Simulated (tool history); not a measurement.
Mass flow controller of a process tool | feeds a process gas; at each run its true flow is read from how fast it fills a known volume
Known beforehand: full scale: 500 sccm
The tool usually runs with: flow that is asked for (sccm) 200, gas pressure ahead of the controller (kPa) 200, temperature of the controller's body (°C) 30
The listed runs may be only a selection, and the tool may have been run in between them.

run	hour	flow that is asked for (sccm)	gas pressure ahead of the controller (kPa)	temperature of the controller's body (°C)	true flow (%)
1	0	200	200	30	99.77
2	125.7	200	200	30	99.8
3	221.9	200	200	23	99.42
4	363	200	200	34	99.87
5	457	200	200	34	99.81
6	518.8	200	200	30	99.6
7	626.3	200	200	21	99.36
8	738.9	200	200	21	99.56
9	833	200	200	21	99.52
10	915.1	200	200	21	99.46
11	1041.5	200	200	21	99.55
12	1133.8	200	154	30	99.42
13	1231.9	200	154	30	99.49
14	1362.3	200	154	30	99.57
15	1465.3	200	200	30	99.74
16	1601.9	200	200	30	99.77
17	1714.8	200	144	30	99.38
18	1821.2	200	144	30	99.43

Run 19, settings as shown, results not yet in. Your forecast:
19	1878.7	455	200	30	?

true flow (%): 100
Take away the tool's hidden state, keep the run-to-run variation as it was, and the same run would have given true flow (%) 100.
